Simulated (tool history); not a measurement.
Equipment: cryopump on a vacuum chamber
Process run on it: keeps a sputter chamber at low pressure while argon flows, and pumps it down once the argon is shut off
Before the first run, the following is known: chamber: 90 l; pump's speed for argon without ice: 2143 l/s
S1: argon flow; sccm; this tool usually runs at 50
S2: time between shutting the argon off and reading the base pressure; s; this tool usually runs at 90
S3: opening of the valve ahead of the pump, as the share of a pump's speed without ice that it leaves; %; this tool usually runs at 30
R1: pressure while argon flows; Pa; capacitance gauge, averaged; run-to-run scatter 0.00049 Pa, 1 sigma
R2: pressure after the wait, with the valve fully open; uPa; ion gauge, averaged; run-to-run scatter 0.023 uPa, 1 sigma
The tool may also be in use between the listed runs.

run   hour  S1   S2  S3      R1    R2
  1    0.0  50   90  30  0.1325  1.17
  2   15.2  50   90  30  0.1321  1.11
  3   28.2  50   90  30  0.1326  1.16
  4   44.3  50   90  30  0.1321  1.14
  5   62.9  50   90  30  0.1333  1.14
  6   75.6  50   90  30  0.1336  1.14
  7   85.7  50   90  30  0.1326  1.15
  8  101.5  50   90  30  0.1321  1.17
  9  111.9  50   90  30  0.1336  1.20
 10  131.6  50   90  30  0.1335  1.20
 11  142.1  50   90  30  0.1320  1.16
 12  156.1  50   90  31  0.1292  1.20
 13  166.6  50   90  30  0.1340  1.21
 14  180.5  50   90  30  0.1341  1.19
 15  196.6  50   90  26  0.1542  1.23
 16  211.7  50   90  26  0.1536  1.18
 17  227.2  50   90  30  0.1345  1.20
 18  248.2  50   90  30  0.1327  1.20
 19  265.3  81   90  44  0.1501  1.20
 20  285.0  51   90  33  0.1259  1.20
 21  305.0  50  151  33  0.1227  0.94
 22  320.5  51  263  43  0.0970  0.83
 23  338.7  29  198  43  0.0549  0.88
 24  361.9  90  146  58  0.1288  1.00
 25  377.0  37  268  15  0.1965  0.81
 26  386.7  47   52  25  0.1520  1.78
 27  409.3  47   52  25  0.1518  1.73
 28  433.0  47   52  25  0.1518  1.75
 29  443.1  46   90  30  0.1244  1.31
 30  455.3  50   96  20  0.2025  1.23
 31  471.2  50   96  20  0.2016  1.25
 32  482.2  50   53  46  0.0899  1.79
 33  498.0  50   53  46  0.0895  1.73
 34  516.6  50   22  25  0.1622  3.37
 35  531.2  62   45  20  0.2496  1.96

Forecast each of these 3 alternatives for the next run:
  A  543.4  62  82  20   ?   ?
  B  543.4  72  90  30   ?   ?
  C  543.4  50  90  16   ?   ?

run      R1    R2
  A  0.2497  1.37
  B  0.1963  1.29
  C  0.2517  1.31
What these runs would have given with no unlogged condition in the tool:
run      R1    R2
  A  0.2437  0.85
  B  0.1893  0.77
  C  0.2469  0.80

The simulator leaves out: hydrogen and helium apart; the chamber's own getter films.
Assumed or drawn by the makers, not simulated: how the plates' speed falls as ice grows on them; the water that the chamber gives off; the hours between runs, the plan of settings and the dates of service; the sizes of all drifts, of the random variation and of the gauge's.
